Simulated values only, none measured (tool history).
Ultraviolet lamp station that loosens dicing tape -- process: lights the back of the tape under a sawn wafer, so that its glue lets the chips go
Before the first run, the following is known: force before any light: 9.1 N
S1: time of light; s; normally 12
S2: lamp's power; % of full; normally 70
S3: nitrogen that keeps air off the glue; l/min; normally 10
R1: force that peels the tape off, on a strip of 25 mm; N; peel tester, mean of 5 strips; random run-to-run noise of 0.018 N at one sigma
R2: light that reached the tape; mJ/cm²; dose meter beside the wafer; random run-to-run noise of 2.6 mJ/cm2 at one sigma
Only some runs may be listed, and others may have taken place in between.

| run | hour | S1 | S2 | S3 | R1 | R2 |
|---|---|---|---|---|---|---|
| 1 | 0 | 12 | 70 | 10 | 1.371 | 254 |
| 2 | 13.4 | 12 | 90 | 10 | 0.886 | 322 |
| 3 | 26.6 | 12 | 90 | 10 | 0.868 | 327 |
| 4 | 48.7 | 17 | 90 | 10 | 0.451 | 458 |
|  | 69 | window cleaned of glue's vapour |
| 5 | 69 | 17 | 90 | 10 | 0.473 | 441 |
| 6 | 84.1 | 12 | 70 | 10 | 1.545 | 243 |
| 7 | 101.4 | 12 | 70 | 10 | 1.574 | 238 |
|  | 113.1 | window cleaned of glue's vapour, once more |
| 8 | 117.5 | 12 | 70 | 10 | 1.212 | 277 |
| 9 | 130.9 | 12 | 70 | 10 | 1.177 | 276 |
| 10 | 147.5 | 12 | 70 | 10 | 1.193 | 276 |
| 11 | 160.7 | 12 | 70 | 10 | 1.27 | 272 |
| 12 | 184 | 9 | 70 | 14 | 1.715 | 204 |
| 13 | 198.4 | 7 | 70 | 8 | 3.052 | 158 |
| 14 | 218.8 | 7 | 70 | 8 | 3.097 | 158 |
| 15 | 231.5 | 7 | 90 | 4 | 3.14 | 200 |
| 16 | 241.9 | 12 | 65 | 10 | 1.412 | 241 |

Branching from run 16: 3 alternative next runs. What would each branch give?
| A | 257.7 | 12 | 70 | 5 | ? | ? |
| B | 257.7 | 12 | 65 | 10 | ? | ? |
| C | 257.7 | 14 | 91 | 4 | ? | ? |

| run | R1 | R2 |
|---|---|---|
| A | 2.055 | 264 |
| B | 1.523 | 249 |
| C | 1.183 | 403 |
With the hidden condition removed and each run's random variation left untouched, the same runs would have given:
| run | R1 | R2 |
|---|---|---|
| A | 1.48 | 327 |
| B | 1.044 | 307 |
| C | 0.789 | 497 |
